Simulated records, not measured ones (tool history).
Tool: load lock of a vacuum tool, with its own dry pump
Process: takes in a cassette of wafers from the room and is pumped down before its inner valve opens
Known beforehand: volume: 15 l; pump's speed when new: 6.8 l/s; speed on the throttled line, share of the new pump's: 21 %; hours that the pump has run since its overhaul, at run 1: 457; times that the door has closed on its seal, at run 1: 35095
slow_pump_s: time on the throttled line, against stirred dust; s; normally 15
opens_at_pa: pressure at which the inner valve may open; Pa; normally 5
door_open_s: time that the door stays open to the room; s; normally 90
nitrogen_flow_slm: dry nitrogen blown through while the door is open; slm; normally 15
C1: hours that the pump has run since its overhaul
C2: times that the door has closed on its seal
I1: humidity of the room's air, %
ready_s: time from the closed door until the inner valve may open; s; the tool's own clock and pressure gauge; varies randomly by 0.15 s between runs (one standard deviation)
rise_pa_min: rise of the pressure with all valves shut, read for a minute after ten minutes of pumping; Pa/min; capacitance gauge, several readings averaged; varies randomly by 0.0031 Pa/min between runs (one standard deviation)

{"run": 1, "hour": 0.0, "slow_pump_s": 15, "opens_at_pa": 5, "door_open_s": 90, "nitrogen_flow_slm": 15, "C1": 457, "C2": 35095, "I1": 44.9, "ready_s": 34, "rise_pa_min": 0.383}
{"run": 2, "hour": 414.4, "slow_pump_s": 15, "opens_at_pa": 5, "door_open_s": 90, "nitrogen_flow_slm": 15, "C1": 872, "C2": 37155, "I1": 48.7, "ready_s": 33.8, "rise_pa_min": 0.41}
{"run": 3, "hour": 691.3, "slow_pump_s": 15, "opens_at_pa": 7, "door_open_s": 90, "nitrogen_flow_slm": 15, "C1": 1148, "C2": 38532, "I1": 43.5, "ready_s": 33.2, "rise_pa_min": 0.409}
{"run": 4, "hour": 999.6, "slow_pump_s": 15, "opens_at_pa": 7, "door_open_s": 90, "nitrogen_flow_slm": 15, "C1": 1457, "C2": 40065, "I1": 44.4, "ready_s": 33.3, "rise_pa_min": 0.445}
{"hour": 1467.6, "done": "door's seal changed, seat wiped"}
{"run": 5, "hour": 1483.2, "slow_pump_s": 15, "opens_at_pa": 5, "door_open_s": 90, "nitrogen_flow_slm": 15, "C1": 1939, "C2": 78, "I1": 44.8, "ready_s": 34.3, "rise_pa_min": 0.09}
{"run": 6, "hour": 1875.2, "slow_pump_s": 15, "opens_at_pa": 5, "door_open_s": 90, "nitrogen_flow_slm": 15, "C1": 2331, "C2": 2027, "I1": 46.4, "ready_s": 34.3, "rise_pa_min": 0.099}
{"run": 7, "hour": 2405.5, "slow_pump_s": 15, "opens_at_pa": 5, "door_open_s": 90, "nitrogen_flow_slm": 15, "C1": 2861, "C2": 4664, "I1": 45.4, "ready_s": 34.5, "rise_pa_min": 0.101}
{"run": 8, "hour": 2780.2, "slow_pump_s": 15, "opens_at_pa": 5, "door_open_s": 90, "nitrogen_flow_slm": 15, "C1": 3236, "C2": 6527, "I1": 43.5, "ready_s": 34.6, "rise_pa_min": 0.106}
{"run": 9, "hour": 3340.7, "slow_pump_s": 15, "opens_at_pa": 5, "door_open_s": 90, "nitrogen_flow_slm": 15, "C1": 3796, "C2": 9314, "I1": 42.7, "ready_s": 34.6, "rise_pa_min": 0.114}
{"run": 10, "hour": 3639.2, "slow_pump_s": 15, "opens_at_pa": 5, "door_open_s": 90, "nitrogen_flow_slm": 15, "C1": 4095, "C2": 10799, "I1": 45.1, "ready_s": 34.4, "rise_pa_min": 0.125}
{"run": 11, "hour": 4091.6, "slow_pump_s": 10, "opens_at_pa": 5, "door_open_s": 90, "nitrogen_flow_slm": 15, "C1": 4547, "C2": 13048, "I1": 48.4, "ready_s": 30.8, "rise_pa_min": 0.147}
{"run": 12, "hour": 4657.6, "slow_pump_s": 14, "opens_at_pa": 8, "door_open_s": 38, "nitrogen_flow_slm": 15, "C1": 5113, "C2": 15863, "I1": 45, "ready_s": 32.9, "rise_pa_min": 0.12}
{"run": 13, "hour": 4962.0, "slow_pump_s": 29, "opens_at_pa": 6, "door_open_s": 224, "nitrogen_flow_slm": 21, "C1": 5418, "C2": 17376, "I1": 45.1, "ready_s": 45.7, "rise_pa_min": 0.231}
{"run": 14, "hour": 5500.2, "slow_pump_s": 8, "opens_at_pa": 7, "door_open_s": 90, "nitrogen_flow_slm": 7, "C1": 5956, "C2": 20052, "I1": 43.1, "ready_s": 28.5, "rise_pa_min": 0.193}
{"run": 15, "hour": 6074.5, "slow_pump_s": 8, "opens_at_pa": 7, "door_open_s": 90, "nitrogen_flow_slm": 7, "C1": 6530, "C2": 22908, "I1": 46.3, "ready_s": 28.7, "rise_pa_min": 0.227}
{"run": 16, "hour": 6384.7, "slow_pump_s": 8, "opens_at_pa": 7, "door_open_s": 90, "nitrogen_flow_slm": 7, "C1": 6840, "C2": 24451, "I1": 42, "ready_s": 28.8, "rise_pa_min": 0.224}
{"run": 17, "hour": 6949.2, "slow_pump_s": 8, "opens_at_pa": 7, "door_open_s": 90, "nitrogen_flow_slm": 7, "C1": 7405, "C2": 27258, "I1": 45.6, "ready_s": 29, "rise_pa_min": 0.254}
{"run": 18, "hour": 7217.8, "slow_pump_s": 11, "opens_at_pa": 7, "door_open_s": 45, "nitrogen_flow_slm": 13, "C1": 7673, "C2": 28593, "I1": 47.3, "ready_s": 31.4, "rise_pa_min": 0.23}
{"run": 19, "hour": 7532.9, "slow_pump_s": 12, "opens_at_pa": 7, "door_open_s": 45, "nitrogen_flow_slm": 35, "C1": 7989, "C2": 30160, "I1": 44, "ready_s": 32.2, "rise_pa_min": 0.213}
{"run": 20, "hour": 7807.5, "slow_pump_s": 13, "opens_at_pa": 8, "door_open_s": 90, "nitrogen_flow_slm": 15, "C1": 8263, "C2": 31526, "I1": 45.8, "ready_s": 32.7, "rise_pa_min": 0.28}

Each row is a separate what-if for the run after 20, all from the same tool condition, not one after another. Results?
{"run": "A", "hour": 8171.3, "slow_pump_s": 15, "opens_at_pa": 5, "door_open_s": 90, "nitrogen_flow_slm": 8, "C1": 8627, "C2": 33335, "I1": 45.1, "ready_s": "?", "rise_pa_min": "?"}
{"run": "B", "hour": 8171.3, "slow_pump_s": 15, "opens_at_pa": 5, "door_open_s": 90, "nitrogen_flow_slm": 15, "C1": 8627, "C2": 33335, "I1": 43.7, "ready_s": "?", "rise_pa_min": "?"}
{"run": "C", "hour": 8171.3, "slow_pump_s": 15, "opens_at_pa": 8, "door_open_s": 193, "nitrogen_flow_slm": 15, "C1": 8627, "C2": 33335, "I1": 46.2, "ready_s": "?", "rise_pa_min": "?"}
{"run": "D", "hour": 8171.3, "slow_pump_s": 13, "opens_at_pa": 6, "door_open_s": 90, "nitrogen_flow_slm": 12, "C1": 8627, "C2": 33335, "I1": 45, "ready_s": "?", "rise_pa_min": "?"}
{"run": "E", "hour": 8171.3, "slow_pump_s": 15, "opens_at_pa": 5, "door_open_s": 90, "nitrogen_flow_slm": 22, "C1": 8627, "C2": 33335, "I1": 44.4, "ready_s": "?", "rise_pa_min": "?"}

run=A ready_s=35.6 rise_pa_min=0.315
run=B ready_s=35.7 rise_pa_min=0.287
run=C ready_s=34.6 rise_pa_min=0.366
run=D ready_s=33.6 rise_pa_min=0.301
run=E ready_s=35.3 rise_pa_min=0.283
Take away the tool's hidden state, keep each run's random variation, and the runs would have read:
run=A ready_s=34.1 rise_pa_min=0.101
run=B ready_s=34.2 rise_pa_min=0.078
run=C ready_s=33.2 rise_pa_min=0.152
run=D ready_s=32.2 rise_pa_min=0.092
run=E ready_s=33.9 rise_pa_min=0.073
